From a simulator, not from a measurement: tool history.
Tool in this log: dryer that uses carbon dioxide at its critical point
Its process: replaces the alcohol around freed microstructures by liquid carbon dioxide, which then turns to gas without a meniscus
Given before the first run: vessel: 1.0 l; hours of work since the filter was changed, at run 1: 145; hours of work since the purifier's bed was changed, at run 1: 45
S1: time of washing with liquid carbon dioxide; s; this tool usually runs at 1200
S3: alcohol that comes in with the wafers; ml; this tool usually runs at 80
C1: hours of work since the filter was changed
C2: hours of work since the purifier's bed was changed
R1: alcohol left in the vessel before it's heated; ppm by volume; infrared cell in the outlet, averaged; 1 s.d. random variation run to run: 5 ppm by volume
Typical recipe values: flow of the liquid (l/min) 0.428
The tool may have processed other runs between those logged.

Run 1, hour 0: usual settings; C1 145; C2 45. Result: R1 48 ppm by volume.
At hour 27.2: inlet filter changed.
Run 2, hour 49.8: usual settings; C1 7; C2 60. Result: R1 20 ppm by volume.
Run 3, hour 82.1: usual settings; C1 17; C2 70. Result: R1 34 ppm by volume.
Run 4, hour 132.1: usual settings; C1 32; C2 85. Result: R1 26 ppm by volume.
Run 5, hour 181.6: usual settings; C1 46; C2 99. Result: R1 37 ppm by volume.
Run 6, hour 217.7: usual settings but S3 27 ml; C1 57; C2 110. Result: R1 25 ppm by volume.
Run 7, hour 266.6: usual settings but S3 70 ml; C1 72; C2 125. Result: R1 33 ppm by volume.
Run 8, hour 312.8: usual settings but S3 70 ml; C1 86; C2 139. Result: R1 34 ppm by volume.
Run 9, hour 346.4: usual settings but S1 960 s, flow of the liquid (l/min) 0.66, S3 70 ml; C1 96; C2 149. Result: R1 11 ppm by volume.
Run 10, hour 376.3: usual settings but S1 900 s, flow of the liquid (l/min) 0.411, S3 64 ml; C1 105; C2 158. Result: R1 240 ppm by volume.
Run 11, hour 406.8: usual settings but S1 900 s, flow of the liquid (l/min) 0.411, S3 64 ml; C1 114; C2 167. Result: R1 231 ppm by volume.
Run 12, hour 434.8: usual settings but S1 900 s, flow of the liquid (l/min) 0.411, S3 64 ml; C1 122; C2 175. Result: R1 243 ppm by volume.
Run 13, hour 479.4: usual settings but S1 900 s, flow of the liquid (l/min) 0.514, S3 64 ml; C1 136; C2 189. Result: R1 74 ppm by volume.

For some of the steps in R1 from one run to the next: how much would appear even if the tool had no hidden state, given the settings, what came in and random variation, and how much remains for the hidden state plus any gauge scatter that the measured result and the result without hidden state don't share?
The hidden state here: flow that reaches the vessel past the clogged filter, %; alcohol in the recycled carbon dioxide, ppm; drift of the gauge itself on alcohol_ppm, %.
Run 9 -> 10: S1 960 -> 900, flow of the liquid (l/min) 0.66 -> 0.411, S3 70 -> 64. R1 +229 ppm by volume: hidden state +59, all else +170.

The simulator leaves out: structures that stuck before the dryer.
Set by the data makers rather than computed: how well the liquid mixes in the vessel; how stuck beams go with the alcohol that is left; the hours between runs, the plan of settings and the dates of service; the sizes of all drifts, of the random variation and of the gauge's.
